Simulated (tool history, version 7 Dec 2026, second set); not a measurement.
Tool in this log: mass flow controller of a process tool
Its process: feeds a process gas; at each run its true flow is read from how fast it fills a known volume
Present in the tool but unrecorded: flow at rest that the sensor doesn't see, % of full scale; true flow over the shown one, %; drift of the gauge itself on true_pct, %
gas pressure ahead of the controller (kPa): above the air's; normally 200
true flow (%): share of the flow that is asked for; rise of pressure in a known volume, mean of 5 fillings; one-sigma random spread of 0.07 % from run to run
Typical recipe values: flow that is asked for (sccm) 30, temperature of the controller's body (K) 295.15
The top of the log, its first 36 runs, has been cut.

run      day  flow that is asked for (sccm)  gas pressure ahead of the controller (kPa)  temperature of the controller's body (K)  hours of work since the controller was set to zero  hours of work since the controller was changed  true flow (%)
 37  287.871                              5                                         210                                    295.15                                                 692                                            5038         101.27
 38  294.608                              8                                         200                                    298.15                                                 768                                            5114         100.82
 39  305.883                             19                                         230                                    303.15                                                 895                                            5241         101.43
 40  317.054                             17                                         199                                    299.15                                                1021                                            5367         100.99
 41  325.279                             16                                         185                                    312.15                                                1113                                            5459         101.63
 42  334.142                             16                                         186                                    293.15                                                1213                                            5559         100.83
 43  339.208                             12                                         151                                    293.15                                                1270                                            5616          100.7
 44  345.496                             30                                         200                                    304.15                                                1341                                            5687         101.94
 45  351.129                             26                                         209                                    305.15                                                1405                                            5751         101.86
 46  359.617                              8                                         265                                    295.15                                                1500                                            5846         102.12
 47  364.554                              8                                         265                                    295.15                                                1556                                            5902          102.2

Each row is a separate what-if for the run after 47, all from the same tool condition, not one after another. Results?
  A  374.738                             30                                         243                                    306.15                                                1671                                            6017              ?
  B  374.738                             27                                         191                                    306.15                                                1671                                            6017              ?
  C  374.738                              6                                         243                                    300.15                                                1671                                            6017              ?

run  true flow (%)
  A         102.42
  B         101.98
  C         102.78
The same runs, with their run-to-run variation unchanged, on a tool lacking any hidden condition would have given:
run  true flow (%)
  A          99.93
  B          99.45
  C          98.65

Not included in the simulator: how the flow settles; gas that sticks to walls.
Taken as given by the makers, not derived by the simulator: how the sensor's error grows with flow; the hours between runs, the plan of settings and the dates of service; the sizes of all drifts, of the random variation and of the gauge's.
